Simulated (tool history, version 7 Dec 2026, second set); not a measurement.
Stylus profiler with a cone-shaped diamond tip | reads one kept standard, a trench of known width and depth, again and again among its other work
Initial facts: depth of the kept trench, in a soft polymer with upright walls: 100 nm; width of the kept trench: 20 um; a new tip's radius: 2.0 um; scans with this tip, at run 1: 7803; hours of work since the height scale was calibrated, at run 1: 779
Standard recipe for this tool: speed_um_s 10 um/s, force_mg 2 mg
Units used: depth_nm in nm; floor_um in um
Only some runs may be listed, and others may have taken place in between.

run    day  speed_um_s  force_mg  scans with this tip  hours of work since the height scale was calibrated  depth_nm  floor_um
  1      0          10         2                 7803                                                  779    100.72     18.22
  2  1.254          10         2                 7995                                                  798    100.72     18.26
  3  2.121          10      1.27                 8127                                                  811    100.58      18.2
  4  3.429          10      1.27                 8327                                                  831    100.56      18.2
  5  4.138          10      1.27                 8435                                                  842    100.56     18.21
  6  4.842           5      0.77                 8543                                                  853    100.47     18.19
  7  5.904          18      1.65                 8705                                                  869    100.67     18.15
  8  6.729          18      1.65                 8831                                                  881    100.67     18.13
  9  8.329           3      2.02                 9075                                                  906     100.7     18.21
 10  9.812          28      0.89                 9301                                                  928     100.5     18.04

Branching from run 10: 4 alternative next runs. What would each branch give?
  A  11.408          17      2.29                 9546                                                  953         ?         ?
  B  11.408           3      2.84                 9546                                                  953         ?         ?
  C  11.408          21      2.33                 9546                                                  953         ?         ?
  D  11.408          10      2.72                 9546                                                  953         ?         ?

run  depth_nm  floor_um
  A     100.8     18.13
  B    100.93     18.11
  C     100.8     18.12
  D    100.88     18.18
Without the tool's hidden state the same runs would have given:
run  depth_nm  floor_um
  A    100.58      18.7
  B    100.71     18.68
  C    100.58     18.69
  D    100.66     18.75
